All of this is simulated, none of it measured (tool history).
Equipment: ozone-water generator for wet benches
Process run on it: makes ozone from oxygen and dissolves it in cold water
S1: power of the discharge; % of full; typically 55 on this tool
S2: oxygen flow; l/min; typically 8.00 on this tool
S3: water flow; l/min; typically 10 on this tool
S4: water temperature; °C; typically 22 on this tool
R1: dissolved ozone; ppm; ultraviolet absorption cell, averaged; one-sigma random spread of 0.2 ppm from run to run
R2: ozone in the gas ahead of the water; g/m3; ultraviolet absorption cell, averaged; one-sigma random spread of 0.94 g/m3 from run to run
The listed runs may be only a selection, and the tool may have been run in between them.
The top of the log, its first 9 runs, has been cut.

| run | day | S1 | S2 | S3 | S4 | R1 | R2 |
|---|---|---|---|---|---|---|---|
| 10 | 11.829 | 55 | 8.00 | 10 | 22 | 27.2 | 153.2 |
| 11 | 12.562 | 55 | 8.00 | 10 | 22 | 27.4 | 154.5 |
| 12 | 13.396 | 55 | 8.00 | 10 | 22 | 27.3 | 154.1 |
| 13 | 14.667 | 55 | 8.00 | 10 | 16 | 31.6 | 153.5 |
| 14 | 15.912 | 55 | 8.00 | 10 | 16 | 31.5 | 152.6 |
| 15 | 17.275 | 55 | 8.00 | 6 | 22 | 32.6 | 153.8 |
| 16 | 18.917 | 55 | 7.71 | 10 | 22 | 27.7 | 153.4 |
| 17 | 20.225 | 68 | 8.39 | 10 | 22 | 30.8 | 169.7 |
| 18 | 21.854 | 43 | 12.72 | 10 | 29 | 18.3 | 111.7 |
| 19 | 23.292 | 82 | 4.07 | 12 | 25 | 29.8 | 247.5 |
| 20 | 24.467 | 55 | 8.00 | 10 | 23 | 26.7 | 151.2 |
| 21 | 25.912 | 55 | 8.00 | 10 | 23 | 26.0 | 152.6 |
| 22 | 26.983 | 84 | 6.85 | 6 | 17 | 49.1 | 208.8 |
| 23 | 27.862 | 84 | 6.85 | 6 | 17 | 48.6 | 207.2 |
| 24 | 28.712 | 69 | 6.85 | 6 | 17 | 43.3 | 184.5 |
|  | 29.008 | water thermometer calibrated |
| 25 | 29.988 | 79 | 8.00 | 6 | 22 | 40.4 | 189.0 |
| 26 | 31.604 | 61 | 8.00 | 11 | 15 | 32.8 | 162.8 |
| 27 | 32.892 | 61 | 5.09 | 11 | 26 | 25.4 | 188.1 |
| 28 | 34.571 | 55 | 8.00 | 8 | 23 | 28.6 | 152.7 |
| 29 | 36.071 | 96 | 12.46 | 10 | 21 | 36.9 | 183.7 |
| 30 | 36.796 | 96 | 12.46 | 10 | 21 | 36.3 | 180.9 |
| 31 | 38.467 | 95 | 8.00 | 10 | 18 | 41.1 | 210.0 |
| 32 | 39.596 | 70 | 5.18 | 9 | 23 | 33.1 | 203.4 |

What if the next run were any one of these 3? Each begins from the tool's condition after run 32:
| A | 41.083 | 55 | 5.58 | 12 | 22 | ? | ? |
| B | 41.083 | 43 | 8.00 | 11 | 22 | ? | ? |
| C | 41.083 | 55 | 5.18 | 9 | 23 | ? | ? |

| run | R1 | R2 |
|---|---|---|
| A | 24.5 | 171.8 |
| B | 22.4 | 129.6 |
| C | 28.5 | 175.7 |
What these runs would have given with no unlogged condition in the tool:
| run | R1 | R2 |
|---|---|---|
| A | 26.1 | 179.7 |
| B | 23.6 | 134.5 |
| C | 30.2 | 183.8 |
